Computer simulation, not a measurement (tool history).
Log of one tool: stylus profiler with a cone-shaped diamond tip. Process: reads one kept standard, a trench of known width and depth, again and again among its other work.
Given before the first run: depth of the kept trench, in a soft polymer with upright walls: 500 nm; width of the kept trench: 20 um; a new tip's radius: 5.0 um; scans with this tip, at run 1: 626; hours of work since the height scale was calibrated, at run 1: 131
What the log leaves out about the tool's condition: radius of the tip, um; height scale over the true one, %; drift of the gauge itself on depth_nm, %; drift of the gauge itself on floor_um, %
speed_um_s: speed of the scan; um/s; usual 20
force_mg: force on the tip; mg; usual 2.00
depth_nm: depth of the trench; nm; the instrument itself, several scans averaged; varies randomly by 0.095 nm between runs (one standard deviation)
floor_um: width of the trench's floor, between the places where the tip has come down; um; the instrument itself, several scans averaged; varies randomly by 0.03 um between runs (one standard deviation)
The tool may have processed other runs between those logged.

run	hour	speed_um_s	force_mg	scans with this tip	hours of work since the height scale was calibrated	depth_nm	floor_um
1	0.0	20	2.00	626	131	506.97	15.49
2	22.4	20	2.00	698	146	507.02	15.51
3	40.7	20	2.00	757	158	506.73	15.50
4	55.8	51	2.00	805	168	506.95	15.35
5	79.1	20	2.00	880	184	506.59	15.45
6	104.4	45	2.00	961	200	506.91	15.39
7	126.2	20	2.00	1031	215	506.81	15.47
8	149.1	20	2.00	1104	230	506.75	15.45
9	167.2	20	2.00	1162	242	506.80	15.45
10	186.6	20	2.00	1224	255	506.82	15.44
11	205.8	20	2.00	1286	268	506.89	15.42
12	231.9	20	2.00	1370	286	506.74	15.43
13	249.1	20	2.00	1424	297	506.63	15.42
14	272.0	20	2.00	1498	312	506.66	15.38
15	289.0	24	0.75	1552	324	503.37	15.37
16	308.8	60	0.71	1616	337	503.33	15.17
17	329.8	7	2.46	1683	351	507.71	15.46
18	355.6	10	1.74	1766	368	505.96	15.47
19	379.2	43	2.27	1841	384	507.36	15.37
20	403.2	7	2.86	1918	400	508.44	15.40
21	427.5	7	2.86	1996	416	508.42	15.49
22	445.2	25	2.62	2053	428	508.00	15.39
23	465.1	14	5.15	2117	442	512.70	15.40
24	484.2	14	5.15	2178	454	512.81	15.38
25	499.4	6	0.69	2227	464	503.07	15.42
26	514.0	6	0.69	2273	474	503.02	15.40
27	533.1	54	2.99	2335	487	508.59	15.27
28	560.0	27	2.99	2421	505	508.63	15.33

Alternative continuations, all from the tool just after run 28; predict every row:
A	581.3	12	4.97	2489	519	?	?
B	581.3	47	0.98	2489	519	?	?
C	581.3	15	0.96	2489	519	?	?

run	depth_nm	floor_um
A	512.24	15.37
B	503.98	15.26
C	503.77	15.34
With no hidden state in the tool, these same runs would have given:
run	depth_nm	floor_um
A	512.55	15.61
B	504.29	15.50
C	504.08	15.57

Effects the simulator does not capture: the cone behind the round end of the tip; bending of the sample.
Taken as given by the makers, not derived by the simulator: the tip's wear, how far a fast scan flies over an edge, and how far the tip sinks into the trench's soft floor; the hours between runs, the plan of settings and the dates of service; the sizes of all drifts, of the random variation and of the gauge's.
